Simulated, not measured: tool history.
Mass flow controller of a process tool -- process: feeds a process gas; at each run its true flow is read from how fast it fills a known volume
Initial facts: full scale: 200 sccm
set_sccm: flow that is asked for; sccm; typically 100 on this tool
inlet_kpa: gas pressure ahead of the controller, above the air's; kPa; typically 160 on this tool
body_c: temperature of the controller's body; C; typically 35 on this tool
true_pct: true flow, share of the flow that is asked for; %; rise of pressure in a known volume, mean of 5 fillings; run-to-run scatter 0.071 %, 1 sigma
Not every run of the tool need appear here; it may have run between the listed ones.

Run 1, hour 0: usual settings. Result: true_pct 101.98 %.
Run 2, hour 92.7: usual settings but body_c 37 C. Result: true_pct 102.11 %.
Run 3, hour 152.7: usual settings but body_c 37 C. Result: true_pct 102.19 %.
Run 4, hour 228: usual settings but inlet_kpa 143 kPa. Result: true_pct 102.13 %.
Run 5, hour 294.3: usual settings but inlet_kpa 143 kPa. Result: true_pct 102.14 %.
Run 6, hour 343.4: usual settings but inlet_kpa 143 kPa. Result: true_pct 102.2 %.
At hour 348.1: controller's zero set anew.
Run 7, hour 437: usual settings but inlet_kpa 143 kPa. Result: true_pct 102.78 %.
Run 8, hour 513.3: usual settings but inlet_kpa 143 kPa. Result: true_pct 102.74 %.
At hour 566.9: controller's zero set anew, once more.
Run 9, hour 568.2: usual settings. Result: true_pct 101.26 %.
Run 10, hour 640.8: usual settings but inlet_kpa 196 kPa. Result: true_pct 101.39 %.
Run 11, hour 736.6: usual settings but set_sccm 97 sccm, inlet_kpa 142 kPa, body_c 33 C. Result: true_pct 101.24 %.
Run 12, hour 806: usual settings but set_sccm 32 sccm, body_c 21 C. Result: true_pct 100.41 %.
Run 13, hour 865.5: usual settings but set_sccm 183 sccm, inlet_kpa 237 kPa, body_c 24 C. Result: true_pct 101.53 %.
Run 14, hour 940: usual settings but set_sccm 35 sccm. Result: true_pct 101.41 %.
Run 15, hour 994.9: usual settings but set_sccm 35 sccm. Result: true_pct 101.48 %.
Run 16, hour 1088.3: usual settings but set_sccm 35 sccm. Result: true_pct 101.68 %.
Run 17, hour 1179: usual settings but set_sccm 30 sccm, inlet_kpa 219 kPa, body_c 31 C. Result: true_pct 101.57 %.
Run 18, hour 1233.3: usual settings but set_sccm 153 sccm, body_c 21 C. Result: true_pct 101.2 %.
Run 19, hour 1291.7: usual settings but set_sccm 28 sccm, inlet_kpa 144 kPa, body_c 39 C. Result: true_pct 102.19 %.
Run 20, hour 1365.7: usual settings but set_sccm 158 sccm, inlet_kpa 249 kPa. Result: true_pct 102.3 %.

Branching from run 20: 5 alternative next runs. What would each branch give?
Run A, hour 1441.6: usual settings but set_sccm 141 sccm, inlet_kpa 151 kPa, body_c 27 C. Result: true_pct ?.
Run B, hour 1441.6: usual settings but set_sccm 125 sccm, inlet_kpa 185 kPa, body_c 39 C. Result: true_pct ?.
Run C, hour 1441.6: usual settings but set_sccm 27 sccm, inlet_kpa 207 kPa, body_c 29 C. Result: true_pct ?.
Run D, hour 1441.6: usual settings but set_sccm 158 sccm, inlet_kpa 224 kPa. Result: true_pct ?.
Run E, hour 1441.6: usual settings but inlet_kpa 159 kPa. Result: true_pct ?.

run  true_pct
  A    101.55
  B    102.33
  C    101.95
  D    102.18
  E    102.02
With the hidden condition removed and each run's random variation left untouched, the same runs would have given:
run  true_pct
  A     99.63
  B    100.38
  C     99.09
  D    100.28
  E       100

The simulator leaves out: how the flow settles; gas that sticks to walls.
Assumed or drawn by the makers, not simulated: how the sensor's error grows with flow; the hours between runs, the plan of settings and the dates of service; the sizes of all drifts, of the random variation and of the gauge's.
